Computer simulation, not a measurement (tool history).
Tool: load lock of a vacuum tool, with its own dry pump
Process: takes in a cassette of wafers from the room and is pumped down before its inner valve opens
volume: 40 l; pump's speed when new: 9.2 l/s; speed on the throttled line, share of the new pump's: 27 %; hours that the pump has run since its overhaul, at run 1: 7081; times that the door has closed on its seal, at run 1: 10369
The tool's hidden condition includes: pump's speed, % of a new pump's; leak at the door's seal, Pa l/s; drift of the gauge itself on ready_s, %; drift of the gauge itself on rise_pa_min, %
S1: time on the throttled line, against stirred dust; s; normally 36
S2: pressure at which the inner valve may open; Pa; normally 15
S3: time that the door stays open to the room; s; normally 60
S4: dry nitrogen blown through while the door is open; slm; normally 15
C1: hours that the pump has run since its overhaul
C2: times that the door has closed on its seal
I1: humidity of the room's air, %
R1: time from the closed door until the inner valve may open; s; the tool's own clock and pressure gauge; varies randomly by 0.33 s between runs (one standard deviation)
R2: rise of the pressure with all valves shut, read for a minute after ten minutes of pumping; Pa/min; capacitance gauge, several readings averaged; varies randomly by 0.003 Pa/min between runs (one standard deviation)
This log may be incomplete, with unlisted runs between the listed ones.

Run 1, hour 0.0: usual settings; C1 7081; C2 10369; I1 43.7. Result: R1 66.7 s, R2 0.088 Pa/min.
Run 2, hour 119.3: usual settings; C1 7200; C2 10781; I1 46.7. Result: R1 67.0 s, R2 0.095 Pa/min.
Run 3, hour 230.8: usual settings; C1 7311; C2 11165; I1 46.2. Result: R1 66.5 s, R2 0.096 Pa/min.
Run 4, hour 381.8: usual settings but S4 10 slm; C1 7462; C2 11686; I1 43.7. Result: R1 67.2 s, R2 0.104 Pa/min.
Run 5, hour 515.9: usual settings but S3 81 s, S4 10 slm; C1 7596; C2 12149; I1 45.9. Result: R1 66.8 s, R2 0.115 Pa/min.
Run 6, hour 635.3: usual settings but S3 81 s, S4 10 slm; C1 7716; C2 12560; I1 42.4. Result: R1 67.0 s, R2 0.119 Pa/min.
Run 7, hour 725.4: usual settings but S3 81 s, S4 10 slm; C1 7806; C2 12871; I1 42.2. Result: R1 66.5 s, R2 0.113 Pa/min.
Run 8, hour 896.6: usual settings but S3 135 s, S4 10 slm; C1 7977; C2 13462; I1 43.5. Result: R1 66.8 s, R2 0.130 Pa/min.
Run 9, hour 1059.4: usual settings but S3 135 s, S4 10 slm; C1 8140; C2 14023; I1 46.9. Result: R1 66.7 s, R2 0.147 Pa/min.
Run 10, hour 1181.9: usual settings but S4 16 slm; C1 8262; C2 14446; I1 48.5. Result: R1 66.5 s, R2 0.121 Pa/min.
Run 11, hour 1286.8: usual settings but S3 54 s; C1 8367; C2 14807; I1 46.1. Result: R1 66.8 s, R2 0.112 Pa/min.
Run 12, hour 1388.7: usual settings; C1 8469; C2 15159; I1 44.7. Result: R1 66.8 s, R2 0.118 Pa/min.
Run 13, hour 1480.3: usual settings; C1 8561; C2 15475; I1 44.7. Result: R1 67.1 s, R2 0.119 Pa/min.
Run 14, hour 1616.8: usual settings but S2 26 Pa; C1 8697; C2 15946; I1 48.0. Result: R1 64.3 s, R2 0.124 Pa/min.
Run 15, hour 1719.2: usual settings but S2 26 Pa; C1 8800; C2 16299; I1 44.6. Result: R1 63.9 s, R2 0.128 Pa/min.
Run 16, hour 1836.0: usual settings but S2 26 Pa; C1 8917; C2 16702; I1 45.1. Result: R1 64.4 s, R2 0.135 Pa/min.
Run 17, hour 1953.6: usual settings but S2 26 Pa; C1 9034; C2 17108; I1 46.5. Result: R1 64.0 s, R2 0.131 Pa/min.
Run 18, hour 2071.7: usual settings but S4 5 slm; C1 9152; C2 17515; I1 42.8. Result: R1 66.6 s, R2 0.145 Pa/min.
Run 19, hour 2146.2: usual settings but S2 22 Pa; C1 9227; C2 17772; I1 44.1. Result: R1 64.7 s, R2 0.140 Pa/min.
Run 20, hour 2310.4: usual settings but S2 22 Pa; C1 9391; C2 18338; I1 42.7. Result: R1 65.3 s, R2 0.141 Pa/min.
Run 21, hour 2422.6: usual settings but S1 48 s, S2 16 Pa, S3 127 s; C1 9503; C2 18725; I1 46.8. Result: R1 75.6 s, R2 0.167 Pa/min.
Run 22, hour 2533.3: usual settings but S1 21 s, S2 17 Pa, S4 24 slm; C1 9614; C2 19107; I1 40.9. Result: R1 55.9 s, R2 0.141 Pa/min.
Run 23, hour 2649.4: usual settings but S1 38 s, S3 112 s; C1 9730; C2 19508; I1 45.3. Result: R1 68.4 s, R2 0.171 Pa/min.
Run 24, hour 2745.7: usual settings but S4 10 slm; C1 9826; C2 19840; I1 43.1. Result: R1 67.1 s, R2 0.159 Pa/min.
Run 25, hour 2892.0: usual settings but S1 29 s, S2 29 Pa, S4 19 slm; C1 9973; C2 20344; I1 42.4. Result: R1 58.8 s, R2 0.144 Pa/min.
Run 26, hour 3009.5: usual settings but S1 29 s, S2 29 Pa, S4 19 slm; C1 10090; C2 20750; I1 44.0. Result: R1 59.1 s, R2 0.155 Pa/min.
Run 27, hour 3124.8: usual settings but S1 30 s, S2 24 Pa, S3 37 s, S4 5 slm; C1 10205; C2 21148; I1 46.5. Result: R1 60.2 s, R2 0.168 Pa/min.
Run 28, hour 3294.7: usual settings but S1 22 s, S3 87 s, S4 41 slm; C1 10375; C2 21733; I1 45.4. Result: R1 57.0 s, R2 0.164 Pa/min.
Run 29, hour 3441.2: usual settings but S1 22 s, S3 87 s, S4 41 slm; C1 10522; C2 22239; I1 45.1. Result: R1 57.8 s, R2 0.164 Pa/min.
Run 30, hour 3579.4: usual settings but S4 10 slm; C1 10660; C2 22716; I1 45.6. Result: R1 67.6 s, R2 0.187 Pa/min.
Run 31, hour 3705.7: usual settings but S4 10 slm; C1 10786; C2 23151; I1 43.1. Result: R1 67.1 s, R2 0.191 Pa/min.
Run 32, hour 3813.8: usual settings but S1 64 s, S4 30 slm; C1 10894; C2 23524; I1 43.4. Result: R1 87.8 s, R2 0.175 Pa/min.
Run 33, hour 3906.6: usual settings but S1 20 s; C1 10987; C2 23844; I1 43.5. Result: R1 56.2 s, R2 0.190 Pa/min.
Run 34, hour 4018.4: usual settings but S1 26 s, S2 23 Pa, S3 145 s, S4 6 slm; C1 11099; C2 24230; I1 43.5. Result: R1 58.6 s, R2 0.237 Pa/min.
Run 35, hour 4101.5: usual settings but S1 38 s, S3 131 s, S4 7 slm; C1 11182; C2 24516; I1 46.3. Result: R1 68.6 s, R2 0.237 Pa/min.
Run 36, hour 4171.5: usual settings but S1 38 s, S3 131 s, S4 7 slm; C1 11252; C2 24758; I1 42.6. Result: R1 69.1 s, R2 0.228 Pa/min.
Run 37, hour 4306.7: usual settings but S1 21 s, S2 14 Pa, S3 189 s, S4 6 slm; C1 11387; C2 25224; I1 46.9. Result: R1 57.9 s, R2 0.272 Pa/min.

Here are 4 independent what-if runs from the current tool condition. What would each one return?
Run A, hour 4438.1: usual settings but S2 17 Pa, S3 118 s, S4 5 slm; C1 11519; C2 25678; I1 46.4. Result: R1 ?, R2 ?.
Run B, hour 4438.1: usual settings but S1 43 s, S2 14 Pa, S3 142 s, S4 6 slm; C1 11519; C2 25678; I1 46.4. Result: R1 ?, R2 ?.
Run C, hour 4438.1: usual settings but S4 7 slm; C1 11519; C2 25678; I1 43.1. Result: R1 ?, R2 ?.
Run D, hour 4438.1: usual settings but S4 5 slm; C1 11519; C2 25678; I1 44.9. Result: R1 ?, R2 ?.

run    R1     R2
  A  66.7  0.246
  B  73.3  0.250
  C  68.2  0.217
  D  68.0  0.223
Without the tool's hidden state the same runs would have given:
run    R1     R2
  A  63.7  0.080
  B  70.5  0.085
  C  65.2  0.052
  D  65.0  0.056
